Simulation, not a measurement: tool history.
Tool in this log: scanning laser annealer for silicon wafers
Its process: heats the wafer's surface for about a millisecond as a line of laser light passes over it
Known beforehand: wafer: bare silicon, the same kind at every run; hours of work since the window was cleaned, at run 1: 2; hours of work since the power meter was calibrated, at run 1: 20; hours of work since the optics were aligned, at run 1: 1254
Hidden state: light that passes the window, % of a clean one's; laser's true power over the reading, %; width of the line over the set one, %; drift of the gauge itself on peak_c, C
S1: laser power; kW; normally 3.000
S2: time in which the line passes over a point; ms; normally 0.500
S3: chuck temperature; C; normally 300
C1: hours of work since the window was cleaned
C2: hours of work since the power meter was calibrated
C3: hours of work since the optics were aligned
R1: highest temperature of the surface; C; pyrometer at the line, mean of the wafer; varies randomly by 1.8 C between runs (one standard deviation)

| run | hour | S1 | S2 | S3 | C1 | C2 | C3 | R1 |
|---|---|---|---|---|---|---|---|---|
| 1 | 0.0 | 3.000 | 0.500 | 300 | 2 | 20 | 1254 | 1038 |
| 2 | 8.5 | 2.843 | 0.500 | 300 | 7 | 25 | 1259 | 990 |
| 3 | 15.3 | 2.843 | 0.500 | 300 | 11 | 29 | 1263 | 992 |
| 4 | 22.8 | 2.843 | 0.500 | 300 | 15 | 34 | 1267 | 989 |
| 5 | 28.5 | 2.843 | 0.500 | 300 | 18 | 37 | 1270 | 989 |
| 6 | 34.9 | 2.843 | 0.500 | 300 | 22 | 41 | 1274 | 986 |
| 7 | 39.3 | 3.000 | 0.500 | 300 | 25 | 43 | 1276 | 1039 |
| 8 | 46.2 | 3.000 | 0.500 | 300 | 29 | 47 | 1281 | 1037 |
| 9 | 50.5 | 3.000 | 0.500 | 300 | 31 | 50 | 1283 | 1041 |
| 10 | 57.0 | 3.000 | 0.500 | 300 | 35 | 53 | 1287 | 1036 |
| 11 | 65.7 | 2.704 | 0.472 | 300 | 40 | 58 | 1292 | 925 |
| 12 | 70.1 | 2.736 | 0.472 | 300 | 43 | 61 | 1294 | 937 |
| 13 | 75.0 | 3.000 | 0.462 | 272 | 45 | 64 | 1297 | 978 |
| 14 | 82.4 | 3.000 | 0.462 | 272 | 50 | 68 | 1302 | 978 |
| 15 | 91.2 | 3.000 | 0.360 | 288 | 55 | 73 | 1307 | 905 |
| 16 | 99.9 | 3.000 | 0.380 | 294 | 60 | 78 | 1312 | 928 |

Branching from run 16: 3 alternative next runs. What would each branch give?
| A | 105.9 | 2.779 | 0.495 | 327 | 63 | 82 | 1315 | ? |
| B | 105.9 | 3.000 | 0.500 | 314 | 63 | 82 | 1315 | ? |
| C | 105.9 | 2.980 | 0.383 | 292 | 63 | 82 | 1315 | ? |

| run | R1 |
|---|---|
| A | 989 |
| B | 1052 |
| C | 924 |
With the hidden condition removed and each run's random variation left untouched, the same runs would have given:
| run | R1 |
|---|---|
| A | 1010 |
| B | 1075 |
| C | 944 |
